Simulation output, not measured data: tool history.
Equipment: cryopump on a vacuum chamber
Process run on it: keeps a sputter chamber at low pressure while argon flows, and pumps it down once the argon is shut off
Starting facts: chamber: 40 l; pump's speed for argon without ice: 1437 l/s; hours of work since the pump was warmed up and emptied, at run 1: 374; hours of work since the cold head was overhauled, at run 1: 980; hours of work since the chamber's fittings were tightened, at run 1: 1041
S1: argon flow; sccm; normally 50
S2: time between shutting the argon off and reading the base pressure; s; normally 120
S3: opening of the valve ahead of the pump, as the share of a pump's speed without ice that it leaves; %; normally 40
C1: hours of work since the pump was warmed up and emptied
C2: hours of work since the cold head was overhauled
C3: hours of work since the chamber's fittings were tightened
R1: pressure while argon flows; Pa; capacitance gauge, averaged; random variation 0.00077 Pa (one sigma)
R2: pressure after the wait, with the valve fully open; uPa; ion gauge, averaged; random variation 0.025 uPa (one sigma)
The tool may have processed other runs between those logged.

| run | day | S1 | S2 | S3 | C1 | C2 | C3 | R1 | R2 |
|---|---|---|---|---|---|---|---|---|---|
| 1 | 0.000 | 50 | 120 | 40 | 374 | 980 | 1041 | 0.1591 | 1.95 |
| 2 | 4.425 | 50 | 120 | 40 | 422 | 1028 | 1089 | 0.1608 | 2.08 |
| 3 | 6.783 | 50 | 120 | 40 | 448 | 1054 | 1114 | 0.1619 | 2.03 |
| 4 | 11.625 | 23 | 120 | 40 | 500 | 1106 | 1166 | 0.0753 | 2.22 |
| 5 | 16.117 | 50 | 120 | 40 | 549 | 1154 | 1215 | 0.1632 | 2.30 |
|  | 19.900 | pump warmed up, emptied and cooled again |
| 6 | 20.508 | 88 | 120 | 40 | 7 | 1200 | 1260 | 0.2584 | 1.99 |
| 7 | 24.867 | 88 | 120 | 40 | 54 | 1247 | 1307 | 0.2617 | 2.03 |
| 8 | 28.750 | 88 | 120 | 40 | 96 | 1289 | 1349 | 0.2608 | 2.15 |
| 9 | 33.562 | 50 | 120 | 21 | 148 | 1341 | 1401 | 0.2852 | 2.16 |
| 10 | 36.704 | 50 | 120 | 21 | 181 | 1375 | 1435 | 0.2865 | 2.17 |
| 11 | 39.925 | 50 | 120 | 21 | 216 | 1409 | 1470 | 0.2847 | 2.18 |
| 12 | 43.892 | 50 | 120 | 21 | 259 | 1452 | 1513 | 0.2866 | 2.29 |
| 13 | 46.058 | 50 | 120 | 21 | 283 | 1476 | 1536 | 0.2871 | 2.42 |
| 14 | 49.217 | 50 | 231 | 40 | 317 | 1510 | 1570 | 0.1545 | 2.05 |
| 15 | 53.496 | 50 | 120 | 40 | 363 | 1556 | 1616 | 0.1575 | 2.48 |
| 16 | 56.979 | 50 | 120 | 40 | 400 | 1593 | 1654 | 0.1581 | 2.59 |
| 17 | 59.717 | 50 | 120 | 40 | 430 | 1623 | 1684 | 0.1577 | 2.57 |
| 18 | 64.388 | 50 | 30 | 40 | 480 | 1674 | 1734 | 0.1600 | 4.96 |
| 19 | 66.888 | 50 | 30 | 40 | 507 | 1700 | 1761 | 0.1615 | 5.04 |
| 20 | 69.746 | 50 | 30 | 40 | 538 | 1731 | 1792 | 0.1624 | 5.08 |
| 21 | 72.817 | 99 | 120 | 40 | 571 | 1765 | 1825 | 0.3232 | 2.86 |
|  | 74.362 | pump warmed up, emptied and cooled again |
| 22 | 77.883 | 24 | 205 | 20 | 38 | 1817 | 1878 | 0.1421 | 2.17 |
| 23 | 82.496 | 50 | 120 | 52 | 88 | 1867 | 1927 | 0.1160 | 2.55 |
| 24 | 86.904 | 45 | 120 | 41 | 135 | 1914 | 1975 | 0.1321 | 2.63 |
| 25 | 92.017 | 60 | 120 | 41 | 191 | 1970 | 2030 | 0.1798 | 2.69 |
| 26 | 95.875 | 60 | 120 | 41 | 232 | 2011 | 2072 | 0.1771 | 2.81 |
| 27 | 98.938 | 39 | 53 | 19 | 265 | 2044 | 2105 | 0.2459 | 3.82 |
|  | 102.071 | leaking fittings of the chamber tightened, without venting |
| 28 | 103.933 | 90 | 82 | 44 | 318 | 2097 | 20 | 0.2559 | 1.37 |
| 29 | 108.221 | 90 | 81 | 24 | 365 | 2144 | 66 | 0.4610 | 1.50 |
| 30 | 113.229 | 50 | 24 | 56 | 419 | 2198 | 121 | 0.1170 | 4.23 |
| 31 | 115.296 | 50 | 24 | 56 | 441 | 2220 | 143 | 0.1180 | 4.24 |
| 32 | 117.975 | 49 | 100 | 22 | 470 | 2249 | 172 | 0.2762 | 1.35 |
| 33 | 122.121 | 51 | 120 | 15 | 515 | 2294 | 217 | 0.4159 | 1.24 |
| 34 | 125.371 | 51 | 64 | 19 | 550 | 2329 | 252 | 0.3343 | 1.97 |

Difference, measured minus no-hidden-state, one row per run. Run-to-run variation is common to both terms; the gauge's own scatter need not be:
Hidden conditions of the tool in this case: pump's speed, % of a pump's without ice; cold plate's temperature, K; leak into the chamber, uPa l/s; drift of the gauge itself on working_pa, %; drift of the gauge itself on base_upa, %.
| run | R1 | R2 |
|---|---|---|
| 1 | +0.0121 | +1.02 |
| 2 | +0.0136 | +1.11 |
| 3 | +0.0145 | +1.13 |
| 4 | +0.0075 | +1.24 |
| 5 | +0.0176 | +1.33 |
| 6 | +0.0013 | +1.01 |
| 7 | +0.0031 | +1.07 |
| 8 | +0.0048 | +1.15 |
| 9 | +0.0040 | +1.21 |
| 10 | +0.0049 | +1.23 |
| 11 | +0.0057 | +1.26 |
| 12 | +0.0069 | +1.35 |
| 13 | +0.0076 | +1.42 |
| 14 | +0.0085 | +1.45 |
| 15 | +0.0097 | +1.52 |
| 16 | +0.0107 | +1.61 |
| 17 | +0.0116 | +1.60 |
| 18 | +0.0132 | +1.72 |
| 19 | +0.0140 | +1.78 |
| 20 | +0.0152 | +1.84 |
| 21 | +0.0321 | +1.89 |
| 22 | +0.0008 | +1.53 |
| 23 | +0.0026 | +1.58 |
| 24 | +0.0033 | +1.67 |
| 25 | +0.0063 | +1.74 |
| 26 | +0.0073 | +1.81 |
| 27 | +0.0054 | +1.90 |
| 28 | +0.0152 | +0.08 |
| 29 | +0.0179 | +0.12 |
| 30 | +0.0115 | +0.18 |
| 31 | +0.0123 | +0.20 |
| 32 | +0.0131 | +0.24 |
| 33 | +0.0150 | +0.29 |
| 34 | +0.0162 | +0.33 |

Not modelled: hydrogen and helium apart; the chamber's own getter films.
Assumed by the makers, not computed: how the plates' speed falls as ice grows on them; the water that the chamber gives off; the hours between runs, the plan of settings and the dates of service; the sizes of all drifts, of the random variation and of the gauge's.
